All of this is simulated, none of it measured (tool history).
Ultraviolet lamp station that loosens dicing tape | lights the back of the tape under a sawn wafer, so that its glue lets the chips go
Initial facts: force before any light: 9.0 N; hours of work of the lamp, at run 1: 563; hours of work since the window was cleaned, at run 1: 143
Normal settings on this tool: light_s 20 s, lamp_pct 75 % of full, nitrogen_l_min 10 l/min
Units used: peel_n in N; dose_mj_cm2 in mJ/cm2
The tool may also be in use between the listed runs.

run     day  light_s  lamp_pct  nitrogen_l_min  hours of work of the lamp  hours of work since the window was cleaned  peel_n  dose_mj_cm2
  1       0       20        75              10                        563                                         143   0.691          170
  2   2.542       20        75              10                        594                                         175   0.791          169
  3   4.579       20        75              10                        620                                         200   0.798          163
      6.125  -- window cleaned of glue's vapour
  4   7.033       20        75              10                        650                                          11   0.933          149
  5   9.462       20        75              10                        680                                          41   0.994          143
  6  11.433       20        75              10                        705                                          66   1.075          136
  7  14.004       20        75              10                        736                                          98   1.177          132
  8  16.075       20        75              10                        762                                         124   1.265          128
  9  19.162       20        75               7                        801                                         162   1.566          124
     19.917  -- window cleaned of glue's vapour, once more
 10    20.9       20        75              10                        822                                          12   0.756          162
 11  23.108       24        93              16                        849                                          40   0.329          236
 12  25.292       24        93              16                        876                                          67   0.355          229
 13  27.596       20        73               4                        905                                          95   1.506          143
 14  29.554       36        93               8                        929                                         120   0.283          323
 15  32.467       36        93               8                        965                                         156    0.29          310
 16  35.808       36        93               8                       1007                                         197   0.286          297
     37.417  -- window cleaned of glue's vapour
 17  37.858       13        95               8                       1032                                           6   1.521          118
     40.483  -- lamp changed
 18  41.304       13        95               8                         10                                          48   0.663          186
 19  44.017       20        99              10                         44                                          81   0.296          291

Selected run-to-run steps in peel_n, each split into two signed amounts: the part the tool would show with no hidden state at all (from settings, incoming material and random variation), and the remainder, which goes to the hidden state together with any gauge scatter not common to the measured and the hidden-state-free results:
What the log doesn't record here: lamp's light, % of a new lamp's; light that the window lets through, % of a clean one's; drift of the gauge itself on peel_n, %; drift of the gauge itself on dose_mj_cm2, %.
Run 16 -> 17: light_s 36 -> 13, lamp_pct 93 -> 95, window cleaned of glue's vapour. peel_n +1.235 N: hidden state +0.84, all else +0.395.
Run 17 -> 18: lamp changed. peel_n -0.858 N: hidden state -0.845, all else -0.013.

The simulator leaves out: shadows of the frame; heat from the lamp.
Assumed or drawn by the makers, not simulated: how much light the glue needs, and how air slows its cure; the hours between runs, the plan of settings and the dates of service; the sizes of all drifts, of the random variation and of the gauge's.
